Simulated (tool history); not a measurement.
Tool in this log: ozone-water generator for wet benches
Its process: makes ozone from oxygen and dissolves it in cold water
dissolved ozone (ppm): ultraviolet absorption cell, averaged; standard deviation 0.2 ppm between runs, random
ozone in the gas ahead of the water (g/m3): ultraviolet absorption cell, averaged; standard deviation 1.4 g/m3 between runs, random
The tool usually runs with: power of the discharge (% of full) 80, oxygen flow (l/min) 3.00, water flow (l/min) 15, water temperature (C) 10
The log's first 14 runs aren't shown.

run	hour	power of the discharge (% of full)	oxygen flow (l/min)	water flow (l/min)	water temperature (C)	dissolved ozone (ppm)	ozone in the gas ahead of the water (g/m3)
15	713.9	87	3.00	15	10	30.1	265.6
16	755.3	80	3.00	15	15	26.5	246.8
17	793.8	84	3.00	13	15	30.9	256.5
18	844.6	88	3.57	11	10	39.2	244.6
19	891.3	88	3.57	11	10	38.4	242.6
20	945.1	51	3.38	22	6	14.7	163.7
21	996.8	49	3.38	18	6	17.3	156.4
22	1060.7	49	3.38	17	6	18.4	157.8
23	1114.4	47	3.38	13	6	22.0	150.4
24	1171.3	57	1.82	15	5	19.5	239.5
25	1203.6	51	1.82	15	5	17.5	218.2
26	1242.6	70	4.71	23	6	20.2	178.2
27	1287.2	70	4.71	23	11	19.0	178.2

Estimate the outcome of run 28 from the log above:
28	1324.7	63	1.93	9	5	?	?

Run 28 produced dissolved ozone (ppm) 33.3, ozone in the gas ahead of the water (g/m3) 248.5.
Were there no unlogged condition in the tool, this run, its random variation unchanged, would have produced dissolved ozone (ppm) 34.4, ozone in the gas ahead of the water (g/m3) 253.5.
